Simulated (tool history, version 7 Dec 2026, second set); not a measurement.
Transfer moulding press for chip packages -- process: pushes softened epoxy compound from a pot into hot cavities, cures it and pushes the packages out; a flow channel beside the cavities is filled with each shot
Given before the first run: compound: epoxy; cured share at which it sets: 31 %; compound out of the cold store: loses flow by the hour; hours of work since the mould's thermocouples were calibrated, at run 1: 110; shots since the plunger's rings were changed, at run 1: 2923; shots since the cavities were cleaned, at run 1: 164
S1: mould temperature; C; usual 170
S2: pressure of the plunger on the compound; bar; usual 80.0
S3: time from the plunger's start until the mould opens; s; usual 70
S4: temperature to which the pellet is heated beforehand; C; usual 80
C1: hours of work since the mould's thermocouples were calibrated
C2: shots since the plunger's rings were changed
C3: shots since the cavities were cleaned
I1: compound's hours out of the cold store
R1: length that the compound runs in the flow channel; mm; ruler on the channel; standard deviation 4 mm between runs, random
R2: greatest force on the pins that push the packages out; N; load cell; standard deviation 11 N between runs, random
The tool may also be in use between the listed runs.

run    hour   S1    S2   S3  S4   C1    C2    C3    I1   R1    R2
  1     0.0  170  80.0   70  80  110  2923   164  13.8  798   624
  2    45.2  170  80.0   70  80  134  3502   743  25.3  759   848
       84.2  -- cavities cleaned with cleaning compound and waxed
  3   123.7  170  73.7   70  80  174  4488   506  10.6  758  1151
      142.6  -- plunger's sealing rings changed
      181.1  -- cavities cleaned with cleaning compound and waxed
  4   192.2  162  80.0   70  80  208   615   142  37.4  768   971
      275.4  -- cavities cleaned with cleaning compound and waxed
  5   288.3  162  80.0   70  80  258  1827   165  42.7  733  1025
      347.6  -- cavities cleaned with cleaning compound and waxed, once more
  6   370.4  162  80.0   70  80  300  2859   292  21.7  794  1200
  7   424.8  176  80.0   70  80  329  3555   988  25.0  751   754
      440.4  -- cavities cleaned with cleaning compound and waxed
  8   476.7  170  80.0   70  80  355  4200   464  35.1  725   777
      516.4  -- plunger's sealing rings changed
  9   517.8  170  80.0   70  80  375    18   959  43.1  736   962
      534.9  -- cavities cleaned with cleaning compound and waxed
      567.4  -- mould's thermocouples calibrated
 10   580.4  170  78.9   70  80    7   774   556  21.6  793   773
 11   620.4  170  80.0   70  80   28  1287  1069  11.5  820   924
      629.1  -- cavities cleaned with cleaning compound and waxed
 12   663.5  170  80.0   70  80   50  1819   441  37.8  729   750
      720.1  -- cavities cleaned with cleaning compound and waxed
 13   736.8  170  80.0   70  86   87  2739   214  32.9  741   605
      812.7  -- cavities cleaned with cleaning compound and waxed
 14   815.6  171  80.0   70  86  128  3729    37  28.1  747   531
 15   856.0  171  80.0   70  86  149  4246   554  28.8  736   747
      892.3  -- plunger's sealing rings changed
      904.6  -- cavities cleaned with cleaning compound and waxed
 16   931.1  171  80.0   70  86  186   477   339  34.2  745   642
 17   986.9  168  80.0   70  90  216  1192  1054   9.9  829  1024
     1000.9  -- cavities cleaned with cleaning compound and waxed
 18  1036.1  177  87.3  103  73  241  1803   452  21.3  808   532
     1092.6  -- cavities cleaned with cleaning compound and waxed
 19  1105.6  177  87.3  103  73  276  2674   167  13.6  822   450
 20  1170.2  170  80.0   67  88  310  3501   994  42.7  713   938
     1183.5  -- cavities cleaned with cleaning compound and waxed
 21  1232.3  170  97.0   85  71  342  4277   625  26.2  832   661
     1269.4  -- plunger's sealing rings changed
     1279.2  -- cavities cleaned with cleaning compound and waxed
 22  1303.3  170  97.0   73  78  377   415   308  27.6  863   690
     1349.0  -- mould's thermocouples calibrated
     1374.2  -- cavities cleaned with cleaning compound and waxed
 23  1381.5  166  62.4   70  86   16  1372    94  42.5  645   700
 24  1451.1  166  62.4   70  86   53  2263   985  18.5  706  1132

Estimate the outcome of run 25 from the log above:
     1468.8  -- cavities cleaned with cleaning compound and waxed
 25  1530.5  166  62.4  70  86  94  3260  790  27.8   ?   ?

R1: 667 mm
R2: 1030 N
With the hidden condition absent and the run-to-run variation left alone, this run would have shown R1 695 mm, R2 611 N.
